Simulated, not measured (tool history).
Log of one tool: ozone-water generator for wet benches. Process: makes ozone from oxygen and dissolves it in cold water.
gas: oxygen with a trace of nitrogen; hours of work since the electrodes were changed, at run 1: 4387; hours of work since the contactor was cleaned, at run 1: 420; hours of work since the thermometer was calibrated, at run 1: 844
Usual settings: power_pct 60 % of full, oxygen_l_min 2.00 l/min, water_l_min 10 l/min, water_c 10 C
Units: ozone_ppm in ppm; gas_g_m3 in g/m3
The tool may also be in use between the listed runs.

run	day	power_pct	oxygen_l_min	water_l_min	water_c	hours of work since the electrodes were changed	hours of work since the contactor was cleaned	hours of work since the thermometer was calibrated	ozone_ppm	gas_g_m3
1	0.000	60	2.00	10	10	4387	420	844	16.0	213.6
2	5.575	60	2.00	10	10	4504	537	961	16.2	212.8
3	10.246	41	2.00	10	10	4602	635	1059	13.1	171.8
4	14.367	41	2.00	10	10	4689	721	1146	13.1	172.0
5	19.629	41	2.00	10	10	4799	832	1256	12.9	171.5
6	23.862	41	2.00	10	10	4888	921	1345	13.1	169.6
7	27.404	41	2.00	10	10	4963	995	1420	13.2	169.3
8	31.612	60	2.00	10	10	5051	1083	1508	16.2	209.0
9	36.754	60	2.00	11	10	5159	1191	1616	14.6	209.1
10	39.292	60	2.00	11	10	5212	1245	1669	14.7	207.8
11	42.817	60	2.00	11	10	5286	1319	1743	14.5	207.7
12	48.442	60	2.00	10	10	5404	1437	1861	16.1	208.5
13	51.075	60	2.00	10	10	5460	1492	1917	16.0	209.1
14	55.517	60	2.00	10	10	5553	1585	2010	16.1	207.7
15	59.104	60	1.59	10	16	5628	1661	2085	14.2	227.7
# day 60.504: gauge calibrated
16	64.208	60	2.65	10	16	5735	1768	2192	15.8	190.7
17	69.004	60	2.99	6	16	5836	1869	2293	23.2	182.5
18	71.833	64	3.21	12	6	5895	1928	2352	16.5	182.2
19	74.588	89	1.39	8	15	5953	1986	2410	21.2	306.6
20	77.762	89	1.39	8	15	6020	2052	2477	21.3	306.2
21	81.879	60	2.00	9	6	6106	2139	2563	18.3	212.2
22	85.346	60	1.84	10	10	6179	2212	2636	15.7	216.9
23	89.096	44	1.21	10	10	6258	2290	2715	11.6	216.1
24	94.096	51	1.21	14	10	6363	2395	2820	8.6	232.9

5 ways to go on from here, each from the tool as it stands after run 24. What would each give?
A	99.346	68	2.00	13	7	6473	2506	2930	?	?
B	99.346	51	1.71	14	9	6473	2506	2930	?	?
C	99.346	60	2.00	10	16	6473	2506	2930	?	?
D	99.346	90	1.21	14	10	6473	2506	2930	?	?
E	99.346	60	2.00	10	5	6473	2506	2930	?	?

run	ozone_ppm	gas_g_m3
A	13.6	222.3
B	10.1	204.7
C	15.0	207.4
D	11.8	323.9
E	16.9	210.8
Without the tool's hidden state the same runs would have given:
run	ozone_ppm	gas_g_m3
A	13.6	226.9
B	10.1	208.8
C	15.0	211.6
D	11.8	330.6
E	16.9	215.1

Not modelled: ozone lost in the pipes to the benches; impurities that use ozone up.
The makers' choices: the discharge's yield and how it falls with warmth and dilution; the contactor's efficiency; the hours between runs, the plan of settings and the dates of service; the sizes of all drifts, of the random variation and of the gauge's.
